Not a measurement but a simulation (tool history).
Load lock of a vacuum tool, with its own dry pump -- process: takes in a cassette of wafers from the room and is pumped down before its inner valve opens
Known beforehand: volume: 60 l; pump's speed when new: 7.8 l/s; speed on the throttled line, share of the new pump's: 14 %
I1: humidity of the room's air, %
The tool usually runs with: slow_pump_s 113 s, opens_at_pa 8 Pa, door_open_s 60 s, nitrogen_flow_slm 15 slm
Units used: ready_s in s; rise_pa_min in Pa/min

Run 1, hour 0.0: usual settings; I1 43.5. Result: ready_s 171.7 s, rise_pa_min 0.051 Pa/min.
Run 2, hour 286.3: usual settings; I1 45.5. Result: ready_s 170.0 s, rise_pa_min 0.054 Pa/min.
Run 3, hour 696.0: usual settings; I1 46.3. Result: ready_s 169.5 s, rise_pa_min 0.054 Pa/min.
Run 4, hour 1139.3: usual settings but slow_pump_s 175 s; I1 44.9. Result: ready_s 223.3 s, rise_pa_min 0.059 Pa/min.
Run 5, hour 1531.9: usual settings but slow_pump_s 175 s; I1 39.6. Result: ready_s 226.9 s, rise_pa_min 0.047 Pa/min.
Run 6, hour 2001.7: usual settings but nitrogen_flow_slm 41 slm; I1 44.6. Result: ready_s 172.3 s, rise_pa_min 0.037 Pa/min.
Run 7, hour 2252.6: usual settings; I1 43.7. Result: ready_s 170.6 s, rise_pa_min 0.053 Pa/min.
Run 8, hour 2710.7: usual settings; I1 42.2. Result: ready_s 169.2 s, rise_pa_min 0.047 Pa/min.
Run 9, hour 2973.4: usual settings; I1 40.9. Result: ready_s 168.6 s, rise_pa_min 0.052 Pa/min.
Run 10, hour 3287.2: usual settings; I1 45.3. Result: ready_s 171.5 s, rise_pa_min 0.057 Pa/min.
Run 11, hour 3654.1: usual settings; I1 45.6. Result: ready_s 171.4 s, rise_pa_min 0.057 Pa/min.
Run 12, hour 4015.4: usual settings; I1 42.4. Result: ready_s 170.7 s, rise_pa_min 0.048 Pa/min.
Run 13, hour 4521.8: usual settings but door_open_s 34 s, nitrogen_flow_slm 44 slm; I1 41.7. Result: ready_s 171.4 s, rise_pa_min 0.023 Pa/min.
Run 14, hour 4818.1: usual settings but slow_pump_s 66 s, opens_at_pa 7 Pa, nitrogen_flow_slm 44 slm; I1 46.3. Result: ready_s 131.7 s, rise_pa_min 0.041 Pa/min.
Run 15, hour 5118.9: usual settings but slow_pump_s 136 s, door_open_s 194 s, nitrogen_flow_slm 12 slm; I1 45.2. Result: ready_s 191.6 s, rise_pa_min 0.111 Pa/min.
Run 16, hour 5445.2: usual settings but slow_pump_s 200 s, opens_at_pa 6 Pa, door_open_s 138 s, nitrogen_flow_slm 20 slm; I1 47.1. Result: ready_s 248.4 s, rise_pa_min 0.080 Pa/min.
Run 17, hour 5824.6: usual settings but nitrogen_flow_slm 44 slm; I1 42.1. Result: ready_s 172.1 s, rise_pa_min 0.032 Pa/min.
Run 18, hour 6385.8: usual settings but nitrogen_flow_slm 12 slm; I1 43.8. Result: ready_s 171.1 s, rise_pa_min 0.057 Pa/min.
Run 19, hour 6956.8: usual settings but slow_pump_s 65 s, opens_at_pa 7 Pa, door_open_s 106 s, nitrogen_flow_slm 5 slm; I1 45.5. Result: ready_s 130.7 s, rise_pa_min 0.092 Pa/min.
Run 20, hour 7398.8: usual settings but opens_at_pa 9 Pa, nitrogen_flow_slm 12 slm; I1 42.4. Result: ready_s 168.2 s, rise_pa_min 0.052 Pa/min.
Run 21, hour 7728.0: usual settings but opens_at_pa 9 Pa, nitrogen_flow_slm 12 slm; I1 43.3. Result: ready_s 170.1 s, rise_pa_min 0.052 Pa/min.
Run 22, hour 8067.4: usual settings but slow_pump_s 69 s, opens_at_pa 9 Pa, nitrogen_flow_slm 12 slm; I1 43.0. Result: ready_s 133.0 s, rise_pa_min 0.054 Pa/min.

Predict the results of run 23:
Run 23, hour 8432.4: usual settings but slow_pump_s 143 s, opens_at_pa 14 Pa, door_open_s 130 s, nitrogen_flow_slm 5 slm; I1 45.5. Result: ready_s ?, rise_pa_min ?.

{"run 23": {"ready_s": 193.7, "rise_pa_min": 0.108}}
Were there no unlogged condition in the tool, this run, its random variation unchanged, would have produced ready_s 193.7 s, rise_pa_min 0.108 Pa/min.

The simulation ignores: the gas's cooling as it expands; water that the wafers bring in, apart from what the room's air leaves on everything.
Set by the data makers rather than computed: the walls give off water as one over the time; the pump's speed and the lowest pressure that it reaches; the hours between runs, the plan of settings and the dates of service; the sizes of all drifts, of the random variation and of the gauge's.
